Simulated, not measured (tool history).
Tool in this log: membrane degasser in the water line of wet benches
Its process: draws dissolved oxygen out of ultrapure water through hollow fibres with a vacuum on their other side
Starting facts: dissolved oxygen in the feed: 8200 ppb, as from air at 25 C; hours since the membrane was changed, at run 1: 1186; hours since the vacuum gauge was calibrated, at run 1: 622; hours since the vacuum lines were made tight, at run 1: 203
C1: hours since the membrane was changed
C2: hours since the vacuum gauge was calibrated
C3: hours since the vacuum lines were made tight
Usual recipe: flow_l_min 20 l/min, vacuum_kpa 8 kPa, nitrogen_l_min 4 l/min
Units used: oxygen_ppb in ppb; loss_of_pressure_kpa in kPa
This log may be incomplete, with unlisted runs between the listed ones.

run 1 hour=0 | flow_l_min=20 vacuum_kpa=8 nitrogen_l_min=4 | C1=1186 C2=622 C3=203 | oxygen_ppb=71.9 loss_of_pressure_kpa=27.05
run 2 hour=54.4 | flow_l_min=20 vacuum_kpa=8 nitrogen_l_min=4 | C1=1240 C2=677 C3=257 | oxygen_ppb=72.5 loss_of_pressure_kpa=27.39
run 3 hour=114.7 | flow_l_min=20 vacuum_kpa=8 nitrogen_l_min=4 | C1=1301 C2=737 C3=317 | oxygen_ppb=74.3 loss_of_pressure_kpa=27.29
run 4 hour=177.6 | flow_l_min=20 vacuum_kpa=7.09 nitrogen_l_min=4 | C1=1364 C2=800 C3=380 | oxygen_ppb=61.3 loss_of_pressure_kpa=27.42
run 5 hour=237.2 | flow_l_min=20 vacuum_kpa=7.09 nitrogen_l_min=4 | C1=1423 C2=859 C3=440 | oxygen_ppb=62.8 loss_of_pressure_kpa=27.13
run 6 hour=284.2 | flow_l_min=19 vacuum_kpa=8 nitrogen_l_min=4 | C1=1470 C2=906 C3=487 | oxygen_ppb=66.2 loss_of_pressure_kpa=25.93
run 7 hour=311.2 | flow_l_min=20 vacuum_kpa=8 nitrogen_l_min=4 | C1=1497 C2=933 C3=514 | oxygen_ppb=72.7 loss_of_pressure_kpa=27.36
run 8 hour=350.8 | flow_l_min=20 vacuum_kpa=8 nitrogen_l_min=4 | C1=1537 C2=973 C3=553 | oxygen_ppb=73.3 loss_of_pressure_kpa=27.41
run 9 hour=384.7 | flow_l_min=20 vacuum_kpa=8 nitrogen_l_min=4 | C1=1571 C2=1007 C3=587 | oxygen_ppb=73.5 loss_of_pressure_kpa=27.36
run 10 hour=420.5 | flow_l_min=19 vacuum_kpa=8 nitrogen_l_min=4 | C1=1607 C2=1043 C3=623 | oxygen_ppb=68.7 loss_of_pressure_kpa=25.99
run 11 hour=452 | flow_l_min=19 vacuum_kpa=8 nitrogen_l_min=4 | C1=1638 C2=1074 C3=655 | oxygen_ppb=68 loss_of_pressure_kpa=25.95
run 12 hour=484.9 | flow_l_min=19 vacuum_kpa=8 nitrogen_l_min=4 | C1=1671 C2=1107 C3=687 | oxygen_ppb=67.9 loss_of_pressure_kpa=26.11
run 13 hour=546.9 | flow_l_min=19 vacuum_kpa=8 nitrogen_l_min=4 | C1=1733 C2=1169 C3=749 | oxygen_ppb=67.5 loss_of_pressure_kpa=25.8
run 14 hour=574.3 | flow_l_min=19 vacuum_kpa=8 nitrogen_l_min=4 | C1=1760 C2=1196 C3=777 | oxygen_ppb=67.6 loss_of_pressure_kpa=25.95
run 15 hour=639.2 | flow_l_min=14 vacuum_kpa=11.11 nitrogen_l_min=7.35 | C1=1825 C2=1261 C3=842 | oxygen_ppb=40.3 loss_of_pressure_kpa=19.02
run 16 hour=670 | flow_l_min=21 vacuum_kpa=9.65 nitrogen_l_min=6.45 | C1=1856 C2=1292 C3=873 | oxygen_ppb=70.2 loss_of_pressure_kpa=28.98
run 17 hour=731.9 | flow_l_min=21 vacuum_kpa=9.65 nitrogen_l_min=6.45 | C1=1918 C2=1354 C3=934 | oxygen_ppb=70.5 loss_of_pressure_kpa=28.82
run 18 hour=796.1 | flow_l_min=21 vacuum_kpa=9.65 nitrogen_l_min=6.45 | C1=1982 C2=1418 C3=999 | oxygen_ppb=71 loss_of_pressure_kpa=29.08
run 19 hour=845.1 | flow_l_min=13 vacuum_kpa=7.18 nitrogen_l_min=2.93 | C1=2031 C2=1467 C3=1048 | oxygen_ppb=46.3 loss_of_pressure_kpa=17.66
run 20 hour=904 | flow_l_min=16 vacuum_kpa=11.66 nitrogen_l_min=5.98 | C1=2090 C2=1526 C3=1107 | oxygen_ppb=60.2 loss_of_pressure_kpa=22
run 21 hour=937.6 | flow_l_min=17 vacuum_kpa=6.87 nitrogen_l_min=5.98 | C1=2124 C2=1560 C3=1140 | oxygen_ppb=33.8 loss_of_pressure_kpa=23.33
run 22 hour=968.3 | flow_l_min=17 vacuum_kpa=11.45 nitrogen_l_min=5.01 | C1=2154 C2=1590 C3=1171 | oxygen_ppb=75.6 loss_of_pressure_kpa=23.31
run 23 hour=1003.2 | flow_l_min=22 vacuum_kpa=15.4 nitrogen_l_min=3.65 | C1=2189 C2=1625 C3=1206 | oxygen_ppb=201.2 loss_of_pressure_kpa=30.3
run 24 hour=1041.6 | flow_l_min=21 vacuum_kpa=8 nitrogen_l_min=4 | C1=2228 C2=1664 C3=1244 | oxygen_ppb=81.4 loss_of_pressure_kpa=28.76
run 25 hour=1075.4 | flow_l_min=20 vacuum_kpa=5.16 nitrogen_l_min=3.83 | C1=2261 C2=1698 C3=1278 | oxygen_ppb=40.8 loss_of_pressure_kpa=27.54
run 26 hour=1103.7 | flow_l_min=20 vacuum_kpa=5.16 nitrogen_l_min=3.83 | C1=2290 C2=1726 C3=1306 | oxygen_ppb=42.2 loss_of_pressure_kpa=27.67

What if the next run were any one of these 4? Each begins from the tool's condition after run 26:
run A hour=1165 | flow_l_min=20 vacuum_kpa=5.16 nitrogen_l_min=2.56 | C1=2351 C2=1787 C3=1368 | oxygen_ppb=? loss_of_pressure_kpa=?
run B hour=1165 | flow_l_min=22 vacuum_kpa=16.97 nitrogen_l_min=2.88 | C1=2351 C2=1787 C3=1368 | oxygen_ppb=? loss_of_pressure_kpa=?
run C hour=1165 | flow_l_min=21 vacuum_kpa=8 nitrogen_l_min=1.82 | C1=2351 C2=1787 C3=1368 | oxygen_ppb=? loss_of_pressure_kpa=?
run D hour=1165 | flow_l_min=21 vacuum_kpa=5.16 nitrogen_l_min=2.37 | C1=2351 C2=1787 C3=1368 | oxygen_ppb=? loss_of_pressure_kpa=?

run=A oxygen_ppb=55.1 loss_of_pressure_kpa=27.41
run=B oxygen_ppb=276.4 loss_of_pressure_kpa=30.32
run=C oxygen_ppb=150.6 loss_of_pressure_kpa=28.71
run=D oxygen_ppb=63.3 loss_of_pressure_kpa=28.87
Stripped of hidden state, with their random variation kept, the same runs would have yielded:
run=A oxygen_ppb=49.4 loss_of_pressure_kpa=26.76
run=B oxygen_ppb=269.7 loss_of_pressure_kpa=29.59
run=C oxygen_ppb=143 loss_of_pressure_kpa=28.02
run=D oxygen_ppb=56.7 loss_of_pressure_kpa=28.18

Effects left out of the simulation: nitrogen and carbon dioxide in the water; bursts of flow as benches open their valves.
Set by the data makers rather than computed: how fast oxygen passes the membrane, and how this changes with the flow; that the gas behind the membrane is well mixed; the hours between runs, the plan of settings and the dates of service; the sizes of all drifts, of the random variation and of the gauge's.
